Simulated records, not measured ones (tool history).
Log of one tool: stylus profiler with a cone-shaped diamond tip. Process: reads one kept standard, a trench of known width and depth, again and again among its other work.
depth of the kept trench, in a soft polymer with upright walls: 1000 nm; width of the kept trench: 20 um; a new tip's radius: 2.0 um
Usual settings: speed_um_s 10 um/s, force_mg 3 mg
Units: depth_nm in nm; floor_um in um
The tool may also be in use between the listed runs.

run,hour,speed_um_s,force_mg,depth_nm,floor_um
1,0,10,3,1007.43,16.39
2,16.1,10,3,1007.5,16.36
3,22.9,24,3,1007.96,16.27
4,33.6,24,3,1007.55,16.28
5,48.4,24,3,1007.31,16.31
6,62.2,10,3,1007.46,16.38
7,69.5,10,3,1007.39,16.38
8,80.6,10,3,1007.48,16.34
9,95.2,10,3,1007.42,16.36
10,102.8,10,3,1007.32,16.34
11,118.3,10,3,1007.49,16.36
12,128.7,10,3,1007.28,16.35
13,142.6,15,3,1007.52,16.32
14,154,15,3,1007.53,16.33
15,168.8,21,1.9,1005.45,16.26
16,185.4,21,1.9,1005.12,16.18
17,200.8,3,7.83,1014.33,16.38
18,214.8,2,1.51,1004.17,16.37
19,226.3,2,1.51,1004.34,16.41

Run 20 comes next. What will it give?
20,233.9,8,2.62,?,?

Run 20 gave depth_nm 1006.53 nm, floor_um 16.34 um.
Without the tool's hidden state the same run would have given depth_nm 1007.06 nm, floor_um 16.48 um.
